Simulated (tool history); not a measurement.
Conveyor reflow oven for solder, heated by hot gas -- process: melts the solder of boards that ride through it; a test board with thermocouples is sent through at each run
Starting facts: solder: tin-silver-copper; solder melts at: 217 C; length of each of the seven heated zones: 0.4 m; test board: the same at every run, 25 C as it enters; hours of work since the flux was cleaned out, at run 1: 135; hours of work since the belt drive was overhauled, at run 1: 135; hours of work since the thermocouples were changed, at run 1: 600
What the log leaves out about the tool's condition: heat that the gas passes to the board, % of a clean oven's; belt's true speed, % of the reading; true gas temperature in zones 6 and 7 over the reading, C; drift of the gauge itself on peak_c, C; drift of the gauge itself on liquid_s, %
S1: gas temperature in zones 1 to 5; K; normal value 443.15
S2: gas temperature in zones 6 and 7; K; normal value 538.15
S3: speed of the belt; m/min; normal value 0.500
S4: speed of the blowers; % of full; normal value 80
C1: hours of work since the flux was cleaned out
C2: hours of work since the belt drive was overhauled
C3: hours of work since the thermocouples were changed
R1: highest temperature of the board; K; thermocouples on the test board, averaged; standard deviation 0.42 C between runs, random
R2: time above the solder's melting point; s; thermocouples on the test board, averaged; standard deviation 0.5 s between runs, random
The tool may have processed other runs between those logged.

| run | hour | S1 | S2 | S3 | S4 | C1 | C2 | C3 | R1 | R2 |
|---|---|---|---|---|---|---|---|---|---|---|
| 1 | 0.0 | 443.15 | 538.15 | 0.500 | 80 | 135 | 135 | 600 | 528.45 | 74.2 |
| 2 | 71.9 | 443.15 | 538.15 | 0.500 | 80 | 185 | 185 | 650 | 527.25 | 73.6 |
| 3 | 150.7 | 443.15 | 538.15 | 0.500 | 80 | 240 | 240 | 705 | 526.65 | 73.8 |
| 4 | 209.6 | 443.15 | 538.15 | 0.500 | 80 | 281 | 281 | 746 | 527.75 | 72.9 |
| 5 | 283.2 | 443.15 | 538.15 | 0.500 | 80 | 333 | 333 | 798 | 526.85 | 73.8 |
| 6 | 367.5 | 443.15 | 551.15 | 0.500 | 80 | 391 | 391 | 857 | 539.25 | 81.6 |
|  | 413.2 | thermocouples of zones 6 and 7 changed |
| 7 | 413.2 | 443.15 | 551.15 | 0.500 | 80 | 422 | 422 | 0 | 537.15 | 79.1 |
| 8 | 479.1 | 443.15 | 551.15 | 0.500 | 80 | 468 | 468 | 46 | 536.95 | 79.5 |
|  | 489.5 | flux residue cleaned out of gas plates and filters |
| 9 | 547.3 | 443.15 | 541.15 | 0.500 | 80 | 40 | 512 | 90 | 530.15 | 76.4 |
| 10 | 606.0 | 443.15 | 541.15 | 0.500 | 80 | 81 | 553 | 131 | 530.75 | 76.9 |
| 11 | 694.5 | 443.15 | 541.15 | 0.500 | 80 | 143 | 615 | 193 | 529.75 | 76.5 |
| 12 | 748.7 | 443.15 | 542.15 | 0.500 | 80 | 181 | 653 | 231 | 530.65 | 76.1 |
| 13 | 791.8 | 443.15 | 542.15 | 0.500 | 80 | 211 | 683 | 261 | 531.15 | 76.1 |
| 14 | 870.5 | 443.15 | 538.15 | 0.500 | 80 | 266 | 738 | 316 | 526.45 | 73.2 |
| 15 | 959.5 | 443.15 | 538.15 | 0.500 | 80 | 328 | 800 | 378 | 526.75 | 73.5 |
| 16 | 1031.0 | 443.15 | 538.15 | 0.500 | 80 | 378 | 850 | 428 | 525.95 | 72.1 |
| 17 | 1076.2 | 443.15 | 538.15 | 0.486 | 80 | 410 | 881 | 459 | 527.55 | 76.6 |
| 18 | 1152.1 | 443.15 | 538.15 | 0.573 | 86 | 463 | 934 | 512 | 522.05 | 59.5 |
|  | 1172.3 | flux residue cleaned out of gas plates and filters |
| 19 | 1244.1 | 453.15 | 538.15 | 0.460 | 80 | 50 | 995 | 573 | 533.15 | 90.7 |
| 20 | 1319.5 | 453.15 | 538.15 | 0.460 | 53 | 103 | 1048 | 626 | 529.25 | 86.0 |
| 21 | 1358.7 | 453.15 | 538.15 | 0.460 | 53 | 130 | 1075 | 653 | 528.35 | 87.0 |
| 22 | 1413.9 | 453.15 | 538.15 | 0.460 | 53 | 169 | 1114 | 692 | 528.45 | 87.4 |
| 23 | 1488.1 | 443.15 | 538.15 | 0.500 | 69 | 221 | 1166 | 744 | 527.35 | 73.5 |
| 24 | 1566.7 | 452.15 | 538.15 | 0.578 | 69 | 275 | 1220 | 798 | 523.35 | 63.7 |
| 25 | 1655.9 | 434.15 | 538.15 | 0.419 | 80 | 338 | 1283 | 861 | 531.85 | 90.5 |
|  | 1698.6 | thermocouples of zones 6 and 7 changed |
| 26 | 1718.0 | 434.15 | 538.15 | 0.419 | 80 | 380 | 1325 | 14 | 528.15 | 88.1 |
| 27 | 1770.0 | 433.15 | 528.15 | 0.419 | 80 | 416 | 1361 | 50 | 519.25 | 78.7 |
| 28 | 1843.5 | 443.15 | 538.15 | 0.499 | 80 | 467 | 1412 | 101 | 523.75 | 71.9 |
|  | 1859.7 | flux residue cleaned out of gas plates and filters |
| 29 | 1933.3 | 430.15 | 548.15 | 0.545 | 77 | 51 | 1472 | 160 | 533.15 | 68.0 |

Consider 4 possible next runs. They are alternatives, not a sequence: every one starts from the tool as it was left by run 29. What does each give?
|  | 2021.1 | belt drive overhauled, speed set with a stopwatch |
| A | 2021.1 | 443.15 | 541.15 | 0.429 | 80 | 110 | 0 | 219 | ? | ? |
|  | 2021.1 | belt drive overhauled, speed set with a stopwatch |
| B | 2021.1 | 443.15 | 538.15 | 0.417 | 80 | 110 | 0 | 219 | ? | ? |
|  | 2021.1 | belt drive overhauled, speed set with a stopwatch |
| C | 2021.1 | 446.15 | 538.15 | 0.457 | 80 | 110 | 0 | 219 | ? | ? |
|  | 2021.1 | belt drive overhauled, speed set with a stopwatch |
| D | 2021.1 | 443.15 | 538.15 | 0.500 | 74 | 110 | 0 | 219 | ? | ? |

| run | R1 | R2 |
|---|---|---|
| A | 533.65 | 92.3 |
| B | 530.75 | 93.1 |
| C | 530.55 | 84.5 |
| D | 527.15 | 72.0 |
Stripped of hidden state, with their random variation kept, the same runs would have yielded:
| run | R1 | R2 |
|---|---|---|
| A | 533.75 | 92.7 |
| B | 530.75 | 93.6 |
| C | 530.65 | 85.0 |
| D | 527.45 | 72.6 |
